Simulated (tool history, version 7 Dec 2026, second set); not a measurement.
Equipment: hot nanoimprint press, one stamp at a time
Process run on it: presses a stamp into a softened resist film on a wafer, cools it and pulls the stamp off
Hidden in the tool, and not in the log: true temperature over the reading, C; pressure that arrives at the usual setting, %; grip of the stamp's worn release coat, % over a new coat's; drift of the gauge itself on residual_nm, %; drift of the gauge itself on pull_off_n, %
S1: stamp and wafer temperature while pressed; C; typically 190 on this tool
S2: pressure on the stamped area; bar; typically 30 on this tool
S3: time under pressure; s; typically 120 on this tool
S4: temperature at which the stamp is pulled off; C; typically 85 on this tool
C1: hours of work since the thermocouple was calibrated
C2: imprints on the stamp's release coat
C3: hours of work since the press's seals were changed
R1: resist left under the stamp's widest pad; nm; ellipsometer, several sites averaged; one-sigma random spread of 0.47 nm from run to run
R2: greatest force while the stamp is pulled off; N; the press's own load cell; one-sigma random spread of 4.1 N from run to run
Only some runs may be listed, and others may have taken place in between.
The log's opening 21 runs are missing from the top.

| run | hour | S1 | S2 | S3 | S4 | C1 | C2 | C3 | R1 | R2 |
|---|---|---|---|---|---|---|---|---|---|---|
| 22 | 200.8 | 190 | 30 | 120 | 77 | 98 | 1326 | 284 | 184.1 | 334 |
| 23 | 214.1 | 190 | 39.4 | 120 | 70 | 106 | 1368 | 293 | 161.2 | 369 |
| 24 | 228.1 | 190 | 39.4 | 120 | 70 | 115 | 1411 | 301 | 160.8 | 371 |
| 25 | 240.5 | 189 | 24.6 | 120 | 72 | 123 | 1450 | 309 | 208.3 | 375 |
|  | 253.8 | stamp cleaned and given a new release coat |
| 26 | 258.4 | 189 | 24.6 | 120 | 72 | 130 | 15 | 317 | 208.6 | 250 |
| 27 | 271.6 | 190 | 21.4 | 85 | 85 | 138 | 56 | 325 | 240.3 | 202 |
| 28 | 280.2 | 190 | 23.2 | 219 | 85 | 144 | 83 | 330 | 167.9 | 209 |
| 29 | 287.8 | 190 | 23.2 | 219 | 85 | 148 | 107 | 335 | 168.2 | 208 |
| 30 | 301.3 | 190 | 30 | 232 | 72 | 157 | 149 | 343 | 145.2 | 257 |

Branching from run 30: 3 alternative next runs. What would each branch give?
| A | 310.4 | 190 | 35.7 | 103 | 77 | 163 | 178 | 349 | ? | ? |
| B | 310.4 | 181 | 30 | 120 | 75 | 163 | 178 | 349 | ? | ? |
| C | 310.4 | 190 | 30 | 104 | 89 | 163 | 178 | 349 | ? | ? |

| run | R1 | R2 |
|---|---|---|
| A | 179.5 | 232 |
| B | 251.5 | 239 |
| C | 194 | 195 |
Without the tool's hidden state the same runs would have given:
| run | R1 | R2 |
|---|---|---|
| A | 173.5 | 217 |
| B | 244.6 | 223 |
| C | 188.2 | 182 |
